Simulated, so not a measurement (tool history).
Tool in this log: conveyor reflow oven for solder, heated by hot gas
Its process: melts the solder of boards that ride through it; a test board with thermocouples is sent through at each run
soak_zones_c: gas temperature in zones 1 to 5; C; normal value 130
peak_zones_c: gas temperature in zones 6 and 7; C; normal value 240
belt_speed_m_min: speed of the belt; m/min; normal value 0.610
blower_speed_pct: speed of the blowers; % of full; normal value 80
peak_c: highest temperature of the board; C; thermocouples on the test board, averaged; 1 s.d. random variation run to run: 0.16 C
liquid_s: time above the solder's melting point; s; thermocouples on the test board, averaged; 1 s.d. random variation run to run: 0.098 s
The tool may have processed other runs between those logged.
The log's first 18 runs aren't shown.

run	hour	soak_zones_c	peak_zones_c	belt_speed_m_min	blower_speed_pct	peak_c	liquid_s
19	166.5	119	246	0.599	72	227.4	61.97
20	171.9	136	237	0.535	53	221.5	70.72
21	180.3	135	240	0.610	80	225.6	64.52
22	193.3	135	240	0.610	80	225.4	64.51
23	205.0	130	252	0.649	80	233.2	63.50
24	216.1	130	236	0.608	80	220.9	60.20
25	223.0	130	236	0.608	80	221.3	60.01
26	231.5	130	236	0.608	80	221.0	60.18
27	243.1	130	236	0.608	80	221.0	60.07
28	255.0	136	234	0.715	68	212.3	45.23
29	266.9	136	234	0.715	68	212.2	45.30
30	278.1	124	242	0.647	82	223.9	56.28

Alternative continuations, all from the tool just after run 30; predict every row:
A	286.2	130	240	0.610	87	?	?
B	286.2	137	242	0.645	82	?	?
C	286.2	132	240	0.610	80	?	?
D	286.2	130	249	0.497	85	?	?
E	286.2	130	252	0.600	80	?	?

run	peak_c	liquid_s
A	225.5	63.19
B	225.9	61.32
C	224.6	62.93
D	239.5	87.21
E	236.1	70.09
The same runs, with their run-to-run variation unchanged, on a tool lacking any hidden condition would have given:
run	peak_c	liquid_s
A	226.5	63.64
B	226.9	61.70
C	225.5	63.36
D	240.2	87.25
E	237.0	70.29

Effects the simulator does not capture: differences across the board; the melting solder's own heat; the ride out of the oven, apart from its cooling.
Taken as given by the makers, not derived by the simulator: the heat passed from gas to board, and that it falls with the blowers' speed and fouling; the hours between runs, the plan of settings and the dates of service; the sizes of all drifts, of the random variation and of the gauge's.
